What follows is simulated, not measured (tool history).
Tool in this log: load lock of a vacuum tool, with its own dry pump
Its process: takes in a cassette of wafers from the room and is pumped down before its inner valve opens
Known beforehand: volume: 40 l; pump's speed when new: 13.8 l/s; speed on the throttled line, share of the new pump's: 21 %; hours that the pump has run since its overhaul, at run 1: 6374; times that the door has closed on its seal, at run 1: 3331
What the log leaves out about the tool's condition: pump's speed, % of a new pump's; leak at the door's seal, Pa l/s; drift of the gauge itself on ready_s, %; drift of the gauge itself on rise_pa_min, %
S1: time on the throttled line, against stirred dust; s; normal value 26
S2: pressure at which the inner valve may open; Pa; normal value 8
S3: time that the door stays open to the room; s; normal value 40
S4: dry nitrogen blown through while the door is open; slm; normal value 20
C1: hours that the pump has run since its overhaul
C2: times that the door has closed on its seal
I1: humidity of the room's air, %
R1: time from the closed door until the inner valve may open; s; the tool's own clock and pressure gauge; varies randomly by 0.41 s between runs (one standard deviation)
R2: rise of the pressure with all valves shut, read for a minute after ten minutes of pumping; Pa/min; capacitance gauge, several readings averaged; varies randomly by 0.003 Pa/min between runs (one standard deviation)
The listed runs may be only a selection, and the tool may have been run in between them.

{"run": 1, "hour": 0.0, "S1": 26, "S2": 8, "S3": 40, "S4": 20, "C1": 6374, "C2": 3331, "I1": 43.8, "R1": 48.6, "R2": 0.013}
{"run": 2, "hour": 156.9, "S1": 26, "S2": 8, "S3": 40, "S4": 20, "C1": 6531, "C2": 3763, "I1": 41.7, "R1": 48.2, "R2": 0.017}
{"run": 3, "hour": 312.1, "S1": 26, "S2": 8, "S3": 40, "S4": 20, "C1": 6686, "C2": 4190, "I1": 46.1, "R1": 48.5, "R2": 0.017}
{"run": 4, "hour": 580.0, "S1": 26, "S2": 8, "S3": 40, "S4": 20, "C1": 6954, "C2": 4928, "I1": 42.1, "R1": 48.3, "R2": 0.014}
{"run": 5, "hour": 907.0, "S1": 26, "S2": 8, "S3": 40, "S4": 20, "C1": 7281, "C2": 5828, "I1": 43.7, "R1": 48.3, "R2": 0.016}
{"run": 6, "hour": 1103.3, "S1": 26, "S2": 8, "S3": 40, "S4": 20, "C1": 7477, "C2": 6369, "I1": 45, "R1": 47.8, "R2": 0.013}
{"run": 7, "hour": 1373.7, "S1": 26, "S2": 8, "S3": 40, "S4": 20, "C1": 7748, "C2": 7113, "I1": 40, "R1": 49, "R2": 0.016}
{"run": 8, "hour": 1539.2, "S1": 26, "S2": 8, "S3": 40, "S4": 7, "C1": 7913, "C2": 7569, "I1": 45.3, "R1": 47.9, "R2": 0.03}
{"run": 9, "hour": 1709.1, "S1": 26, "S2": 8, "S3": 40, "S4": 7, "C1": 8083, "C2": 8037, "I1": 44.1, "R1": 47.7, "R2": 0.028}
{"run": 10, "hour": 1882.6, "S1": 32, "S2": 8, "S3": 40, "S4": 41, "C1": 8257, "C2": 8515, "I1": 43.3, "R1": 52.4, "R2": 0.012}

Predict the results of run 11:
{"run": 11, "hour": 2091.1, "S1": 16, "S2": 6, "S3": 40, "S4": 22, "C1": 8465, "C2": 9089, "I1": 43.2, "R1": "?", "R2": "?"}

Run 11 came out at R1 41.2 s, R2 0.015 Pa/min.
The same run, on a tool lacking any hidden state, would have yielded R1 41.2 s, R2 0.015 Pa/min.
